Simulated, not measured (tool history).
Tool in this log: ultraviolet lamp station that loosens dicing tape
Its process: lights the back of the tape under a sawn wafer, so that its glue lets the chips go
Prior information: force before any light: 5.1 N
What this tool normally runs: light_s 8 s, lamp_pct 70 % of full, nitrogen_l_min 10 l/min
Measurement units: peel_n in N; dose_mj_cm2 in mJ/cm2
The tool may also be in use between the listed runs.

{"run": 1, "day": 0.0, "light_s": 8, "lamp_pct": 70, "nitrogen_l_min": 10, "peel_n": 0.819, "dose_mj_cm2": 234}
{"run": 2, "day": 3.288, "light_s": 8, "lamp_pct": 70, "nitrogen_l_min": 10, "peel_n": 0.857, "dose_mj_cm2": 224}
{"run": 3, "day": 5.979, "light_s": 13, "lamp_pct": 70, "nitrogen_l_min": 10, "peel_n": 0.434, "dose_mj_cm2": 353}
{"run": 4, "day": 8.283, "light_s": 13, "lamp_pct": 70, "nitrogen_l_min": 10, "peel_n": 0.434, "dose_mj_cm2": 342}
{"day": 8.562, "done": "window cleaned of glue's vapour"}
{"run": 5, "day": 12.142, "light_s": 13, "lamp_pct": 70, "nitrogen_l_min": 10, "peel_n": 0.493, "dose_mj_cm2": 315}
{"run": 6, "day": 13.938, "light_s": 13, "lamp_pct": 70, "nitrogen_l_min": 10, "peel_n": 0.513, "dose_mj_cm2": 309}
{"run": 7, "day": 16.104, "light_s": 13, "lamp_pct": 70, "nitrogen_l_min": 10, "peel_n": 0.556, "dose_mj_cm2": 298}
{"run": 8, "day": 18.383, "light_s": 12, "lamp_pct": 95, "nitrogen_l_min": 7, "peel_n": 0.496, "dose_mj_cm2": 360}
{"run": 9, "day": 21.321, "light_s": 12, "lamp_pct": 81, "nitrogen_l_min": 10, "peel_n": 0.559, "dose_mj_cm2": 296}
{"run": 10, "day": 25.188, "light_s": 12, "lamp_pct": 81, "nitrogen_l_min": 10, "peel_n": 0.619, "dose_mj_cm2": 279}
{"run": 11, "day": 27.158, "light_s": 12, "lamp_pct": 81, "nitrogen_l_min": 10, "peel_n": 0.663, "dose_mj_cm2": 276}
{"day": 27.642, "done": "window cleaned of glue's vapour, once more"}
{"run": 12, "day": 28.938, "light_s": 12, "lamp_pct": 81, "nitrogen_l_min": 4, "peel_n": 0.806, "dose_mj_cm2": 335}

Here are 5 independent what-if runs from the current tool condition. What would each one return?
{"run": "A", "day": 32.067, "light_s": 6, "lamp_pct": 69, "nitrogen_l_min": 13, "peel_n": "?", "dose_mj_cm2": "?"}
{"run": "B", "day": 32.067, "light_s": 12, "lamp_pct": 81, "nitrogen_l_min": 9, "peel_n": "?", "dose_mj_cm2": "?"}
{"run": "C", "day": 32.067, "light_s": 12, "lamp_pct": 81, "nitrogen_l_min": 13, "peel_n": "?", "dose_mj_cm2": "?"}
{"run": "D", "day": 32.067, "light_s": 11, "lamp_pct": 97, "nitrogen_l_min": 10, "peel_n": "?", "dose_mj_cm2": "?"}
{"run": "E", "day": 32.067, "light_s": 14, "lamp_pct": 93, "nitrogen_l_min": 4, "peel_n": "?", "dose_mj_cm2": "?"}

run=A peel_n=1.495 dose_mj_cm2=136
run=B peel_n=0.545 dose_mj_cm2=315
run=C peel_n=0.426 dose_mj_cm2=321
run=D peel_n=0.446 dose_mj_cm2=347
run=E peel_n=0.554 dose_mj_cm2=419
What these runs would have given with no unlogged condition in the tool:
run=A peel_n=0.907 dose_mj_cm2=199
run=B peel_n=0.316 dose_mj_cm2=463
run=C peel_n=0.263 dose_mj_cm2=470
run=D peel_n=0.281 dose_mj_cm2=511
run=E peel_n=0.320 dose_mj_cm2=618
